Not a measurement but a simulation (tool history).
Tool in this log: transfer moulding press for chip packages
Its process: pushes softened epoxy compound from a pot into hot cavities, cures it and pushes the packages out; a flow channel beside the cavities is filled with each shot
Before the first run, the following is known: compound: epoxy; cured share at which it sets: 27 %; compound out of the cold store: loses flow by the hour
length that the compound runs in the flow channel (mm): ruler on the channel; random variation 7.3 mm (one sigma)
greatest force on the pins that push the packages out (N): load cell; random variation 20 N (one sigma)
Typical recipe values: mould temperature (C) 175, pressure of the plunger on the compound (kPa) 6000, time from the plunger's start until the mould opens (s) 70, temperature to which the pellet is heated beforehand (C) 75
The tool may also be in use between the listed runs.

run   hour  mould temperature (C)  pressure of the plunger on the compound (kPa)  time from the plunger's start until the mould opens (s)  temperature to which the pellet is heated beforehand (C)  incoming compound's hours out of the cold store  length that the compound runs in the flow channel (mm)  greatest force on the pins that push the packages out (N)
  1      0                    175                                           6000                                                       70                                                        75                                             21.9                                                     794                                                       1264
  2     13                    175                                           6000                                                       70                                                        75                                             22.8                                                     792                                                       1549
  3   19.9                    175                                           6000                                                       70                                                        75                                             16.5                                                     817                                                       1631
        31  -- cavities cleaned with cleaning compound and waxed
  4   33.8                    175                                           6000                                                       70                                                        75                                             14.6                                                     814                                                       1071
  5   44.9                    170                                           6000                                                       70                                                        75                                               38                                                     782                                                       1736
  6   51.6                    170                                           6000                                                      109                                                        75                                             22.5                                                     812                                                        688
      56.2  -- plunger's sealing rings changed
  7   67.4                    170                                           6000                                                      109                                                        75                                              8.5                                                     917                                                        763
  8   76.3                    170                                           6000                                                      109                                                        75                                             26.7                                                     861                                                        813
      82.4  -- cavities cleaned with cleaning compound and waxed
  9   90.6                    170                                           6000                                                      109                                                        75                                             21.6                                                     881                                                        586
 10  101.8                    170                                           6000                                                      109                                                        75                                             20.9                                                     864                                                        669
 11  108.9                    170                                           4930                                                      109                                                        75                                             42.5                                                     745                                                        677
 12    115                    171                                           6000                                                       70                                                        75                                             34.8                                                     839                                                       1950
 13  122.3                    171                                           5680                                                       82                                                        72                                             40.4                                                     802                                                       1378
     131.4  -- cavities cleaned with cleaning compound and waxed
 14  131.4                    177                                           6000                                                       75                                                        73                                             39.5                                                     791                                                        648
 15    143                    177                                           6000                                                       75                                                        73                                             16.2                                                     859                                                        900
 16  156.1                    175                                           6010                                                       68                                                        83                                               47                                                     777                                                       1331
 17    169                    175                                           5720                                                       68                                                        69                                              8.4                                                     846                                                       1880
       180  -- cavities cleaned with cleaning compound and waxed
 18  180.8                    175                                           5720                                                       68                                                        69                                             28.2                                                     804                                                       1075
 19  187.1                    175                                           6000                                                       80                                                        75                                              8.1                                                     860                                                        800
 20  198.8                    173                                           6000                                                       94                                                        75                                             47.2                                                     782                                                        672

Below are 4 alternative next runs, each starting from the tool's condition after run 20. Predict each:
  A  212.5                    168                                           6000                                                       94                                                        80                                             32.2                                                       ?                                                          ?
  B  212.5                    174                                           6000                                                       94                                                        75                                             17.1                                                       ?                                                          ?
  C  212.5                    173                                           6000                                                       56                                                        75                                               11                                                       ?                                                          ?
  D  212.5                    170                                           6000                                                       75                                                        75                                             21.8                                                       ?                                                          ?

run  length that the compound runs in the flow channel (mm)  greatest force on the pins that push the packages out (N)
  A                                                     828                                                       1144
  B                                                     822                                                        760
  C                                                     855                                                       2972
  D                                                     836                                                       1796
Had the tool no hidden state, the same runs would have come out as:
run  length that the compound runs in the flow channel (mm)  greatest force on the pins that push the packages out (N)
  A                                                     869                                                        756
  B                                                     862                                                        491
  C                                                     897                                                       1891
  D                                                     877                                                       1178
